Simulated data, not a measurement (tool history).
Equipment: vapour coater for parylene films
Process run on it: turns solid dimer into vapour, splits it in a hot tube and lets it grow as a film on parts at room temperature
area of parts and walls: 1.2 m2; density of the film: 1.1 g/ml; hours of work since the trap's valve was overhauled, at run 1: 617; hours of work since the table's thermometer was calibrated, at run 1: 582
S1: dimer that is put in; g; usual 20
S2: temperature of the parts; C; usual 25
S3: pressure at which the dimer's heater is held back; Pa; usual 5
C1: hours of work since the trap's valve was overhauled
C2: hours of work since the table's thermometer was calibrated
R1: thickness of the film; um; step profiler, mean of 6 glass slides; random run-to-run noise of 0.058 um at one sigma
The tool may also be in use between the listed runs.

run,day,S1,S2,S3,C1,C2,R1
1,0,20,25,5,617,582,6.05
2,0.908,20,25,5,634,598,6.06
3,1.996,20,25,5,653,618,5.99
# day 3.183: trap's valve overhauled
4,3.483,20,25,5,5,641,6.94
5,4.812,20,25,5,29,665,6.97
6,5.762,20,25,5,47,683,6.88
7,7.05,20,25,5,70,706,6.89
8,7.771,20,25,5,83,719,6.9
9,8.9,20,25,5,103,739,6.75
10,9.833,20,25,5,120,756,6.88
11,10.904,20,25,5,139,775,6.88
12,11.896,20,25,5,157,793,6.77
13,13.021,20,25,5,178,814,6.73
14,13.633,20,25,5,189,825,6.7
15,14.396,20,25,5,202,838,6.63
16,15.254,20,25,5,218,854,6.78
17,16.512,25,25,6.4,241,877,8.08
18,17.621,29,19,4.29,261,897,13.27
19,18.658,11,18,6.73,279,915,4.96
20,19.342,27,28,2.62,292,928,8.34
21,20.121,27,21,7.45,306,942,10.18
22,21.583,20,23,5,332,968,7.12
23,22.988,20,23,5,357,994,7.24
24,24.454,11,20,5,384,1020,4.52
25,25.267,32,22,9.96,399,1035,10.95
26,26.017,32,22,9.96,412,1048,10.79
27,26.625,21,18,5,423,1059,9.51
28,27.238,18,22,9.65,434,1070,6.13
29,28.212,8,19,8.12,452,1088,3.23
30,29.246,12,19,4.73,470,1106,5.21

Here are 5 independent what-if runs from the current tool condition. What would each one return?
A,30.7,20,28,3.81,497,1133,?
B,30.7,10,17,4.73,497,1133,?
C,30.7,12,20,2.93,497,1133,?
D,30.7,12,35,3.21,497,1133,?
E,30.7,11,25,2.65,497,1133,?

run,R1
A,5.68
B,4.69
C,5.16
D,2.47
E,3.81
With no hidden state in the tool, these same runs would have given:
run,R1
A,6.12
B,5.04
C,5.55
D,2.65
E,4.1
